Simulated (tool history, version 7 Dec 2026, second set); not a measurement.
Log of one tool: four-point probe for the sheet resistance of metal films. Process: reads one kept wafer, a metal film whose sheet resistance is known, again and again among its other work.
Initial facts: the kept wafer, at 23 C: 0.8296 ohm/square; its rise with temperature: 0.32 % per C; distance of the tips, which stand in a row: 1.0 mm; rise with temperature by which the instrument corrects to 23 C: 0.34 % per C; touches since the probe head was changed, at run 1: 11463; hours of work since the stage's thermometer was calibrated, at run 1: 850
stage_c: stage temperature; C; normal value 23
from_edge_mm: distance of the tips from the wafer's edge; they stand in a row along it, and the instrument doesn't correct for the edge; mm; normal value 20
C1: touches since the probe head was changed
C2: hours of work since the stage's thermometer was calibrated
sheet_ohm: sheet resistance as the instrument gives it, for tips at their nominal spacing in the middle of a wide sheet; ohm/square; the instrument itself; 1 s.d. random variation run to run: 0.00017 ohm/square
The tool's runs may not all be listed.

run 1 day=0 | stage_c=23 from_edge_mm=20 | C1=11463 C2=850 | sheet_ohm=0.82883
run 2 day=0.646 | stage_c=23 from_edge_mm=20 | C1=11734 C2=861 | sheet_ohm=0.828639
run 3 day=1.283 | stage_c=23 from_edge_mm=17 | C1=12001 C2=872 | sheet_ohm=0.829051
run 4 day=2.1 | stage_c=23 from_edge_mm=20 | C1=12344 C2=886 | sheet_ohm=0.828872
run 5 day=2.833 | stage_c=23 from_edge_mm=20 | C1=12652 C2=899 | sheet_ohm=0.828913
run 6 day=4.042 | stage_c=23 from_edge_mm=20 | C1=13158 C2=920 | sheet_ohm=0.828833
run 7 day=5.196 | stage_c=23 from_edge_mm=20 | C1=13641 C2=940 | sheet_ohm=0.828785
run 8 day=6.392 | stage_c=23 from_edge_mm=20 | C1=14143 C2=961 | sheet_ohm=0.82859
-- day=6.492 stage's thermometer calibrated
run 9 day=7.038 | stage_c=23 from_edge_mm=20 | C1=14405 C2=10 | sheet_ohm=0.828052
run 10 day=7.958 | stage_c=18 from_edge_mm=28 | C1=14792 C2=26 | sheet_ohm=0.82857
run 11 day=8.738 | stage_c=18 from_edge_mm=28 | C1=15118 C2=39 | sheet_ohm=0.828404
run 12 day=9.433 | stage_c=18 from_edge_mm=28 | C1=15410 C2=51 | sheet_ohm=0.828609
run 13 day=9.996 | stage_c=34 from_edge_mm=7 | C1=15645 C2=61 | sheet_ohm=0.834451
-- day=10.904 stage's thermometer calibrated, once more
run 14 day=11.267 | stage_c=22 from_edge_mm=37 | C1=16170 C2=6 | sheet_ohm=0.828625
run 15 day=11.838 | stage_c=22 from_edge_mm=37 | C1=16410 C2=16 | sheet_ohm=0.828715
run 16 day=13.017 | stage_c=22 from_edge_mm=37 | C1=16903 C2=37 | sheet_ohm=0.828816
run 17 day=13.971 | stage_c=27 from_edge_mm=4 | C1=17304 C2=53 | sheet_ohm=0.854537
run 18 day=14.558 | stage_c=35 from_edge_mm=31 | C1=17551 C2=64 | sheet_ohm=0.826794

Here are 3 independent what-if runs from the current tool condition. What would each one return?
run A day=15.604 | stage_c=35 from_edge_mm=4 | C1=17989 C2=82 | sheet_ohm=?
run B day=15.604 | stage_c=32 from_edge_mm=31 | C1=17989 C2=82 | sheet_ohm=?
run C day=15.604 | stage_c=27 from_edge_mm=4 | C1=17989 C2=82 | sheet_ohm=?

run=A sheet_ohm=0.852948
run=B sheet_ohm=0.827195
run=C sheet_ohm=0.854561
Take away the tool's hidden state, keep each run's random variation, and the runs would have read:
run=A sheet_ohm=0.854362
run=B sheet_ohm=0.828569
run=C sheet_ohm=0.855977
